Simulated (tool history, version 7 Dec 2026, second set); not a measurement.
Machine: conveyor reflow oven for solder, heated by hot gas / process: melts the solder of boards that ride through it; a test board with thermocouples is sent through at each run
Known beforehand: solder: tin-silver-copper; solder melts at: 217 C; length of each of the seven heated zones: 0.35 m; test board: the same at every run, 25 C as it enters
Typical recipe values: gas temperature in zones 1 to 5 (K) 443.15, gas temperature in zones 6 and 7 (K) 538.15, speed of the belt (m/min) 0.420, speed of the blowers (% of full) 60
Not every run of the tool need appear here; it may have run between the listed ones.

| run | hour | gas temperature in zones 1 to 5 (K) | gas temperature in zones 6 and 7 (K) | speed of the belt (m/min) | speed of the blowers (% of full) | highest temperature of the board (K) | time above the solder's melting point (s) |
|---|---|---|---|---|---|---|---|
| 1 | 0.0 | 443.15 | 538.15 | 0.420 | 60 | 524.35 | 73.4 |
| 2 | 14.7 | 443.15 | 538.15 | 0.420 | 74 | 528.75 | 78.5 |
| 3 | 32.3 | 443.15 | 538.15 | 0.420 | 74 | 528.35 | 77.5 |
| 4 | 52.3 | 443.15 | 538.15 | 0.420 | 74 | 527.25 | 77.2 |
| 5 | 66.8 | 443.15 | 538.15 | 0.420 | 74 | 528.25 | 77.5 |
| 6 | 84.1 | 443.15 | 538.15 | 0.420 | 70 | 527.25 | 75.1 |
| 7 | 103.2 | 443.15 | 538.15 | 0.363 | 70 | 530.95 | 94.0 |
| 8 | 121.3 | 443.15 | 538.15 | 0.420 | 60 | 525.55 | 74.7 |
| 9 | 130.1 | 443.15 | 538.15 | 0.420 | 60 | 524.85 | 75.1 |
| 10 | 138.6 | 443.15 | 538.15 | 0.420 | 60 | 524.25 | 74.8 |
| 11 | 157.0 | 443.15 | 538.15 | 0.420 | 51 | 522.55 | 71.6 |
| 12 | 174.2 | 443.15 | 538.15 | 0.420 | 74 | 527.65 | 78.0 |
| 13 | 186.8 | 450.15 | 551.15 | 0.373 | 60 | 541.05 | 100.5 |
| 14 | 202.4 | 443.15 | 530.15 | 0.451 | 60 | 516.45 | 59.8 |
| 15 | 221.1 | 450.15 | 530.15 | 0.420 | 60 | 518.95 | 72.4 |
| 16 | 239.6 | 443.15 | 538.15 | 0.346 | 82 | 532.45 | 101.1 |
| 17 | 251.3 | 456.15 | 549.15 | 0.492 | 82 | 537.05 | 76.3 |
|  | 266.9 | thermocouples of zones 6 and 7 changed |
| 18 | 273.6 | 443.15 | 538.15 | 0.420 | 53 | 522.75 | 70.7 |
| 19 | 282.2 | 443.15 | 538.15 | 0.420 | 53 | 524.25 | 71.5 |
| 20 | 295.2 | 457.15 | 543.15 | 0.402 | 84 | 536.35 | 95.4 |
| 21 | 312.3 | 457.15 | 528.15 | 0.380 | 58 | 519.15 | 85.7 |
| 22 | 321.3 | 458.15 | 536.15 | 0.483 | 58 | 521.95 | 66.3 |
|  | 335.5 | flux residue cleaned out of gas plates and filters |
| 23 | 336.2 | 458.15 | 536.15 | 0.483 | 58 | 522.15 | 66.8 |
| 24 | 355.5 | 434.15 | 538.15 | 0.420 | 60 | 523.65 | 69.7 |

What if the next run were any one of these 5? Each begins from the tool's condition after run 24:
| A | 372.4 | 457.15 | 550.15 | 0.461 | 60 | ? | ? |
| B | 372.4 | 443.15 | 538.15 | 0.438 | 60 | ? | ? |
| C | 372.4 | 443.15 | 538.15 | 0.420 | 70 | ? | ? |
| D | 372.4 | 432.15 | 538.15 | 0.420 | 60 | ? | ? |
| E | 372.4 | 434.15 | 543.15 | 0.420 | 60 | ? | ? |

| run | highest temperature of the board (K) | time above the solder's melting point (s) |
|---|---|---|
| A | 536.45 | 79.9 |
| B | 524.05 | 70.0 |
| C | 526.85 | 76.6 |
| D | 524.35 | 67.8 |
| E | 528.55 | 73.0 |
Stripped of hidden state, with their random variation kept, the same runs would have yielded:
| run | highest temperature of the board (K) | time above the solder's melting point (s) |
|---|---|---|
| A | 536.45 | 79.9 |
| B | 524.05 | 69.9 |
| C | 526.85 | 76.6 |
| D | 524.45 | 67.8 |
| E | 528.55 | 73.0 |

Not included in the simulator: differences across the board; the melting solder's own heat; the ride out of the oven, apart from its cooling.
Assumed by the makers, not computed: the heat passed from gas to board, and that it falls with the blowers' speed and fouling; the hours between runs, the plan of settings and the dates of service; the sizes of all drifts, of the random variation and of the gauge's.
